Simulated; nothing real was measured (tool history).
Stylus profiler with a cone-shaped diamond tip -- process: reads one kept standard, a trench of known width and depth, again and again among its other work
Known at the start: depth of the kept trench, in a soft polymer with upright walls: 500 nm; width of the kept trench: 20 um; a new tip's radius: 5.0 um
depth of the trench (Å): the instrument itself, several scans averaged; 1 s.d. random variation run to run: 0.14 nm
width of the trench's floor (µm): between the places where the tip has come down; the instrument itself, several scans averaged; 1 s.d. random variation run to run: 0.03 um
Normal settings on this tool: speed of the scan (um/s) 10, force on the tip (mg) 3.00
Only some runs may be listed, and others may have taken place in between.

run    hour  speed of the scan (um/s)  force on the tip (mg)  depth of the trench (Å)  width of the trench's floor (µm)
  1     0.0                        10                   3.00                   5085.9                             15.52
  2    55.7                        10                   3.00                   5084.3                             15.50
  3   105.1                        27                   3.00                   5085.5                             15.33
  4   161.2                        10                   2.64                   5080.1                             15.30
  5   204.9                        10                   2.64                   5077.5                             15.33
  6   256.4                        10                   2.64                   5079.4                             15.17
  7   318.1                        10                   1.48                   5054.2                             15.07
  8   369.1                        10                   3.99                   5106.9                             15.00
  9   425.1                         5                   3.99                   5108.4                             14.97
 10   483.0                        10                   3.00                   5087.0                             14.91
 11   510.3                        10                   3.00                   5087.6                             14.78
 12   574.2                        10                   3.00                   5088.5                             14.76
 13   619.2                        10                   3.00                   5089.2                             14.74
 14   663.8                         2                   3.00                   5091.4                             14.66
 15   719.1                         4                   3.00                   5087.1                             14.59
 16   775.1                         4                   3.00                   5092.8                             14.55
 17   806.4                         4                   5.08                   5126.4                             14.52
 18   863.3                        10                   2.27                   5078.6                             14.31
 19   893.1                        10                   2.27                   5078.8                             14.38
 20   921.4                        10                   2.27                   5077.6                             14.34
 21   973.5                        10                   2.27                   5076.1                             14.23
 22  1001.1                        10                   2.27                   5076.1                             14.26
 23  1057.0                        10                   2.27                   5075.8                             14.17
 24  1093.6                         2                   1.12                   5050.5                             14.15

Run 25, settings as shown, results not yet in. Your forecast:
 25  1154.0                         2                   1.12                        ?                                 ?

Run 25 came out at depth of the trench (Å) 5054.7, width of the trench's floor (µm) 14.05.
On a tool with no hidden condition, and with the same random variation, this run would have come out at depth of the trench (Å) 5048.7, width of the trench's floor (µm) 15.59.

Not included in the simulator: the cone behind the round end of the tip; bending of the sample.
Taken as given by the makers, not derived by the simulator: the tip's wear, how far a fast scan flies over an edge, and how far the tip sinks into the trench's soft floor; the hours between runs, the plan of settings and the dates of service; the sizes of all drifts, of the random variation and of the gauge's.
